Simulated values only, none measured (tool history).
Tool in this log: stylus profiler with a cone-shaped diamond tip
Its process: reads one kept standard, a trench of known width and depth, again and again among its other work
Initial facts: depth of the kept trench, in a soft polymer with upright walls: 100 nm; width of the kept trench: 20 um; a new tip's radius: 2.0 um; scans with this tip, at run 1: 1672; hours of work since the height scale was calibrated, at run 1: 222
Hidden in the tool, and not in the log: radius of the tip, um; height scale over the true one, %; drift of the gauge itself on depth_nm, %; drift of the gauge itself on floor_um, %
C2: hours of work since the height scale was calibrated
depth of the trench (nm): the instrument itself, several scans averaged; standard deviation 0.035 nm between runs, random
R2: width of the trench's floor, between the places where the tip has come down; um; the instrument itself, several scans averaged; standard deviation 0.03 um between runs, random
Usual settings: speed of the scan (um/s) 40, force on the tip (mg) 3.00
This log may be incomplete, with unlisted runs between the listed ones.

Run 1, day 0.000: usual settings; scans with this tip 1672; C2 222. Result: depth of the trench (nm) 101.74, R2 18.59 um.
Run 2, day 0.833: usual settings; scans with this tip 1777; C2 236. Result: depth of the trench (nm) 101.69, R2 18.49 um.
Run 3, day 1.708: usual settings; scans with this tip 1888; C2 251. Result: depth of the trench (nm) 101.67, R2 18.53 um.
Run 4, day 2.375: usual settings; scans with this tip 1973; C2 262. Result: depth of the trench (nm) 101.74, R2 18.52 um.
Run 5, day 3.125: usual settings but speed of the scan (um/s) 107; scans with this tip 2068; C2 275. Result: depth of the trench (nm) 101.69, R2 18.37 um.
Run 6, day 4.083: usual settings but force on the tip (mg) 2.28; scans with this tip 2190; C2 291. Result: depth of the trench (nm) 101.38, R2 18.51 um.
Run 7, day 4.767: usual settings but force on the tip (mg) 2.28; scans with this tip 2276; C2 303. Result: depth of the trench (nm) 101.38, R2 18.46 um.
Run 8, day 5.658: usual settings but force on the tip (mg) 2.28; scans with this tip 2389; C2 318. Result: depth of the trench (nm) 101.38, R2 18.50 um.
Run 9, day 6.171: usual settings but force on the tip (mg) 2.28; scans with this tip 2454; C2 326. Result: depth of the trench (nm) 101.40, R2 18.52 um.
Run 10, day 7.138: usual settings but force on the tip (mg) 2.28; scans with this tip 2577; C2 342. Result: depth of the trench (nm) 101.35, R2 18.47 um.
Run 11, day 8.288: usual settings but speed of the scan (um/s) 105; scans with this tip 2722; C2 362. Result: depth of the trench (nm) 101.66, R2 18.33 um.
Run 12, day 9.196: usual settings but speed of the scan (um/s) 105; scans with this tip 2838; C2 377. Result: depth of the trench (nm) 101.63, R2 18.31 um.
Run 13, day 10.267: usual settings but speed of the scan (um/s) 105; scans with this tip 2973; C2 395. Result: depth of the trench (nm) 101.68, R2 18.30 um.
Run 14, day 10.933: usual settings but speed of the scan (um/s) 105; scans with this tip 3058; C2 406. Result: depth of the trench (nm) 101.62, R2 18.32 um.
Run 15, day 11.596: usual settings; scans with this tip 3142; C2 418. Result: depth of the trench (nm) 101.68, R2 18.53 um.
Run 16, day 12.542: usual settings but speed of the scan (um/s) 12; scans with this tip 3262; C2 434. Result: depth of the trench (nm) 101.70, R2 18.49 um.
Run 17, day 13.025: usual settings but speed of the scan (um/s) 12; scans with this tip 3323; C2 442. Result: depth of the trench (nm) 101.68, R2 18.56 um.
Run 18, day 13.862: usual settings but speed of the scan (um/s) 12; scans with this tip 3429; C2 456. Result: depth of the trench (nm) 101.65, R2 18.51 um.
Run 19, day 14.358: usual settings but speed of the scan (um/s) 109; scans with this tip 3492; C2 464. Result: depth of the trench (nm) 101.59, R2 18.29 um.
Run 20, day 15.212: usual settings but speed of the scan (um/s) 109; scans with this tip 3600; C2 479. Result: depth of the trench (nm) 101.65, R2 18.27 um.
Run 21, day 16.142: usual settings but speed of the scan (um/s) 109; scans with this tip 3718; C2 494. Result: depth of the trench (nm) 101.60, R2 18.24 um.
Run 22, day 17.179: usual settings but speed of the scan (um/s) 109; scans with this tip 3850; C2 512. Result: depth of the trench (nm) 101.61, R2 18.33 um.
Run 23, day 17.825: usual settings; scans with this tip 3931; C2 523. Result: depth of the trench (nm) 101.66, R2 18.45 um.
Run 24, day 18.662: usual settings but speed of the scan (um/s) 18; scans with this tip 4037; C2 537. Result: depth of the trench (nm) 101.61, R2 18.49 um.
Run 25, day 19.296: usual settings but speed of the scan (um/s) 18; scans with this tip 4118; C2 547. Result: depth of the trench (nm) 101.65, R2 18.46 um.
Run 26, day 20.254: usual settings but speed of the scan (um/s) 18; scans with this tip 4239; C2 563. Result: depth of the trench (nm) 101.72, R2 18.43 um.
Run 27, day 21.054: usual settings but speed of the scan (um/s) 21, force on the tip (mg) 8.32; scans with this tip 4341; C2 577. Result: depth of the trench (nm) 103.36, R2 18.49 um.
Run 28, day 22.121: usual settings but force on the tip (mg) 1.20; scans with this tip 4476; C2 595. Result: depth of the trench (nm) 100.84, R2 18.34 um.
Run 29, day 22.708: usual settings but force on the tip (mg) 1.20; scans with this tip 4550; C2 605. Result: depth of the trench (nm) 100.76, R2 18.35 um.
Run 30, day 23.654: usual settings but speed of the scan (um/s) 34, force on the tip (mg) 1.79; scans with this tip 4670; C2 621. Result: depth of the trench (nm) 101.07, R2 18.42 um.
Run 31, day 24.721: usual settings but speed of the scan (um/s) 34, force on the tip (mg) 1.79; scans with this tip 4805; C2 639. Result: depth of the trench (nm) 101.12, R2 18.33 um.
Run 32, day 25.738: usual settings but speed of the scan (um/s) 41, force on the tip (mg) 7.37; scans with this tip 4934; C2 656. Result: depth of the trench (nm) 103.03, R2 18.39 um.
Run 33, day 26.792: usual settings but speed of the scan (um/s) 10, force on the tip (mg) 2.43; scans with this tip 5068; C2 674. Result: depth of the trench (nm) 101.36, R2 18.46 um.
Run 34, day 27.283: usual settings but speed of the scan (um/s) 10, force on the tip (mg) 2.43; scans with this tip 5130; C2 682. Result: depth of the trench (nm) 101.34, R2 18.43 um.
Run 35, day 28.425: usual settings but speed of the scan (um/s) 10, force on the tip (mg) 2.43; scans with this tip 5275; C2 701. Result: depth of the trench (nm) 101.31, R2 18.41 um.
Run 36, day 29.188: usual settings but force on the tip (mg) 1.80; scans with this tip 5371; C2 714. Result: depth of the trench (nm) 101.01, R2 18.37 um.
Run 37, day 30.254: usual settings but speed of the scan (um/s) 18, force on the tip (mg) 3.10; scans with this tip 5507; C2 732. Result: depth of the trench (nm) 101.60, R2 18.43 um.
Run 38, day 30.929: usual settings but speed of the scan (um/s) 117, force on the tip (mg) 2.49; scans with this tip 5592; C2 743. Result: depth of the trench (nm) 101.39, R2 18.06 um.
Run 39, day 31.950: usual settings but speed of the scan (um/s) 117, force on the tip (mg) 2.49; scans with this tip 5722; C2 761. Result: depth of the trench (nm) 101.35, R2 18.12 um.
Run 40, day 32.429: usual settings but speed of the scan (um/s) 117, force on the tip (mg) 2.49; scans with this tip 5782; C2 769. Result: depth of the trench (nm) 101.29, R2 18.07 um.
Run 41, day 33.554: usual settings but speed of the scan (um/s) 49, force on the tip (mg) 1.22; scans with this tip 5925; C2 788. Result: depth of the trench (nm) 100.76, R2 18.25 um.
Run 42, day 34.308: usual settings but speed of the scan (um/s) 64, force on the tip (mg) 1.43; scans with this tip 6021; C2 800. Result: depth of the trench (nm) 100.88, R2 18.17 um.
Run 43, day 34.912: usual settings but speed of the scan (um/s) 115, force on the tip (mg) 3.13; scans with this tip 6097; C2 810. Result: depth of the trench (nm) 101.59, R2 18.13 um.
Run 44, day 35.783: usual settings but speed of the scan (um/s) 13, force on the tip (mg) 6.14; scans with this tip 6207; C2 825. Result: depth of the trench (nm) 102.61, R2 18.36 um.
Run 45, day 36.700: usual settings but speed of the scan (um/s) 42; scans with this tip 6324; C2 841. Result: depth of the trench (nm) 101.52, R2 18.26 um.
Run 46, day 37.312: usual settings but speed of the scan (um/s) 23, force on the tip (mg) 2.06; scans with this tip 6402; C2 851. Result: depth of the trench (nm) 101.17, R2 18.30 um.
Run 47, day 38.492: usual settings but speed of the scan (um/s) 23, force on the tip (mg) 2.06; scans with this tip 6551; C2 871. Result: depth of the trench (nm) 101.14, R2 18.36 um.
Run 48, day 39.638: usual settings but speed of the scan (um/s) 123, force on the tip (mg) 2.13; scans with this tip 6696; C2 890. Result: depth of the trench (nm) 101.13, R2 18.01 um.

3 options for the next run, each taken on its own from the tool as it stands now. Forecast them:
Run A, day 40.454: usual settings but speed of the scan (um/s) 28, force on the tip (mg) 1.92; scans with this tip 6800; C2 904. Result: depth of the trench (nm) ?, R2 ?.
Run B, day 40.454: usual settings but speed of the scan (um/s) 74, force on the tip (mg) 1.68; scans with this tip 6800; C2 904. Result: depth of the trench (nm) ?, R2 ?.
Run C, day 40.454: usual settings but speed of the scan (um/s) 27, force on the tip (mg) 2.84; scans with this tip 6800; C2 904. Result: depth of the trench (nm) ?, R2 ?.

run  depth of the trench (nm)     R2
  A                    101.03  18.29
  B                    100.98  18.10
  C                    101.42  18.33
What these runs would have given with no unlogged condition in the tool:
run  depth of the trench (nm)     R2
  A                    101.30  18.66
  B                    101.26  18.47
  C                    101.69  18.70
